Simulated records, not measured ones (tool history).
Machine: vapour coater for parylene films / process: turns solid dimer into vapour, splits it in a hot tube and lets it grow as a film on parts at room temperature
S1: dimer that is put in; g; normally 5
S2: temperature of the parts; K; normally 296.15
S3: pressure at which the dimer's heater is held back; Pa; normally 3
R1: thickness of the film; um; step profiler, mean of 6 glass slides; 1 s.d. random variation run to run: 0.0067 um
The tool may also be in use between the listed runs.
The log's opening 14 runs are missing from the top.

run   hour  S1      S2     S3     R1
 15  330.4   5  289.15      3  1.166
 16  367.7   5  289.15      3  1.166
 17  406.2   5  289.15      3  1.152
 18  438.6   2  307.15    3.3   0.31
 19  466.5   8  296.15      3    1.6
 20    502   5  296.15   4.52  0.941
 21  525.1   4  303.15   5.88  0.616
 22  546.4   4  303.15   5.88  0.607
 23  568.9   4  292.15   7.63  0.755
 24  586.7   4  292.15   7.63  0.746
 25  607.8   3  304.15   7.63   0.43
     623.8  -- trap's valve overhauled
 26  650.5   3  304.15   7.63  0.429
 27  677.5   6  296.15      3  1.186
 28  706.3   5  288.15  11.27  0.983
 29  732.1   5  288.15  11.27  0.968
 30  754.2   4  290.15   2.56  0.936
 31  772.7   5  296.15   2.69  1.004
 32  814.6   6  304.15   2.72  1.024
 33  836.8   2  290.15   3.79  0.437

Below are 4 alternative next runs, each starting from the tool's condition after run 33. Predict each:
  A  866.2   3  296.15  2.09   ?
  B  866.2   2  289.15  3.79   ?
  C  866.2   5  298.15  4.03   ?
  D  866.2   4  302.15  4.34   ?

run     R1
  A  0.622
  B  0.456
  C   0.91
  D  0.672
Take away the tool's hidden state, keep each run's random variation, and the runs would have read:
run     R1
  A  0.623
  B  0.456
  C   0.91
  D  0.673

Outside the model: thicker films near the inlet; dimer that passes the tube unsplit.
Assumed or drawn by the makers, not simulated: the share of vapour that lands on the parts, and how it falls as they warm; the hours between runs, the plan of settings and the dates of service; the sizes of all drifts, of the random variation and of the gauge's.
